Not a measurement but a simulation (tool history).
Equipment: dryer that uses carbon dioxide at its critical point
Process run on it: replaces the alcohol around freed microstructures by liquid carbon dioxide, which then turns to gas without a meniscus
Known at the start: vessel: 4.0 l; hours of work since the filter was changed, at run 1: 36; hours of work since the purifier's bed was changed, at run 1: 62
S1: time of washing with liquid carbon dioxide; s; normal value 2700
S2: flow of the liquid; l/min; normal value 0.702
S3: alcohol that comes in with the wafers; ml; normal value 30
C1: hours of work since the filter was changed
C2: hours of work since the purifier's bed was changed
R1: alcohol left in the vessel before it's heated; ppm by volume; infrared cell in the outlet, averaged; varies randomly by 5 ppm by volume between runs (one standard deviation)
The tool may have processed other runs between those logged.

run   hour    S1     S2   S3   C1   C2   R1
  1    0.0  2700  0.702   30   36   62   42
  2    8.8  2340  0.702   30   41   67   55
  3   21.7  2340  0.702   30   48   74   54
  4   35.4  2340  0.702   30   56   82   56
  5   48.9  2340  0.702   30   64   90   60
  6   57.8  2340  0.702   30   69   95   56
  7   66.2  3660  0.702   30   73   99   47
  8   75.4  3660  0.702   30   79  104   46
  9   93.2  2700  0.702   30   89  114   64
 10  106.8  2520  0.702   30   96  122   70
 11  121.7  3240  0.702   30  105  130   46
 12  138.6  3240  0.702   30  114  140   57
 13  149.0  2700  0.448   30  120  146  169
 14  160.3  2700  0.448   30  126  152  174
 15  168.9  2700  0.448   30  131  157  185
 16  178.9  2700  0.448   30  137  163  187
 17  187.7  2700  0.448   30  142  167  177
 18  198.9  1800  0.702   30  148  174  175
 19  209.1  2700  0.512   30  154  179  145
 20  224.3  2700  0.512   30  162  188  137
 21  240.9  2700  0.512   30  171  197  146
 22  254.6  2700  0.512   30  179  205  154
 23  266.1  2700  0.702   30  186  211   95
 24  280.8  2700  0.702  106  194  220  137
 25  293.4  1920  0.583   21  201  227  229
 26  302.7  2820  0.482   23  206  232  152
 27  313.6  3660  0.482   53  212  238  128
 28  330.6  3660  0.482   53  222  248  129
 29  342.8  4020  0.482   53  229  254  108
 30  358.7  4020  0.482   53  238  263  114
 31  376.5  2460  0.566   40  247  273  220
 32  388.8  1920  0.566   20  254  280  257
 33  405.9  3840  0.702   75  264  290  112
 34  422.6  2700  0.702  111  273  299  190
 35  440.8  3960  1.021   30  284  309  110
 36  453.9  3960  0.720   30  291  317  122
     467.2  -- inlet filter changed
 37  467.2  2760  0.702  117    0  324  146
 38  479.1  2760  0.702  117    7  330  139
 39  491.3  2460  0.807   78   13  337  142
 40  505.4  2460  0.807   78   21  345  138
 41  517.9  1740  0.959   29   28  352  142
 42  528.0  2700  1.143   30   34  358  137
 43  539.4  2700  1.143   30   40  364  122
 44  557.5  3480  0.656   27   51  374  136
 45  567.0  2700  0.702   28   56  380  139
 46  583.2  2820  0.695   30   65  389  150
 47  598.1  3780  0.702   26   73  397  143

Forecast each of these 4 alternatives for the next run:
  A  608.4  3780  0.702  112  79  403   ?
  B  608.4  1800  0.665   26  79  403   ?
  C  608.4  2700  0.595   95  79  403   ?
  D  608.4  2940  0.702   30  79  403   ?

run   R1
  A  151
  B  252
  C  241
  D  151
Without the tool's unlogged condition, the same runs would have read:
run  R1
  A   8
  B  95
  C  80
  D   9
